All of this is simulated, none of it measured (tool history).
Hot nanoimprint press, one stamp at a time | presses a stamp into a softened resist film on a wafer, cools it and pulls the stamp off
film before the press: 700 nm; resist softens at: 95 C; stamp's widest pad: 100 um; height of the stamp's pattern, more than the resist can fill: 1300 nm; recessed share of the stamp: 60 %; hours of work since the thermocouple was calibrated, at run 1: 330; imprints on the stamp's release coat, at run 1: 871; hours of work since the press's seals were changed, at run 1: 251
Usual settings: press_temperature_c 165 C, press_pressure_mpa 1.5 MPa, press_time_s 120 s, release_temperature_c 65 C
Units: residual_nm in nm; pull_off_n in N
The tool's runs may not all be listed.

run	hour	press_temperature_c	press_pressure_mpa	press_time_s	release_temperature_c	hours of work since the thermocouple was calibrated	imprints on the stamp's release coat	hours of work since the press's seals were changed	residual_nm	pull_off_n
1	0	165	1.5	120	65	330	871	251	371.7	146
2	8.6	165	1.5	120	65	335	888	256	366.2	140
3	16.8	165	1.5	120	53	339	904	260	367.1	168
4	25.8	165	1.5	120	51	344	921	265	370.9	172
5	35.6	165	1.5	120	51	349	941	270	365.8	168
6	46.3	165	1.5	120	65	355	962	276	370	140
7	58.4	167	1.5	120	65	362	985	283	341.9	140
8	64	167	1.5	120	65	365	996	286	340.6	141
9	73.9	165	1.5	120	65	370	1016	291	365.3	145
10	79.5	165	1.5	120	65	373	1027	294	368.2	140
11	92.5	165	1.5	120	65	380	1052	301	367.4	140
12	101.1	165	2.02	120	63	385	1069	306	314.5	147
13	107.3	165	2.17	72	65	388	1081	309	362.7	148
14	113.5	165	2.17	72	65	392	1094	313	367.9	139
15	126.4	165	2.17	72	65	399	1119	320	369.1	145
16	139.3	165	2.17	72	65	406	1144	327	364.9	148
17	147.6	165	1.82	120	70	410	1160	331	330.7	126
18	155.6	160	1.68	165	70	415	1176	336	381.5	128
19	168.7	158	1.5	178	65	422	1202	343	419.7	140

3 ways to go on from here, each from the tool as it stands after run 19. What would each give?
A	177.5	153	1.5	178	65	426	1219	348	?	?
B	177.5	165	1.5	228	66	426	1219	348	?	?
C	177.5	162	1.5	178	65	426	1219	348	?	?

run	residual_nm	pull_off_n
A	506.8	141
B	295.5	134
C	358.3	141
Without the tool's hidden state the same runs would have given:
run	residual_nm	pull_off_n
A	507.6	140
B	296	134
C	359	141
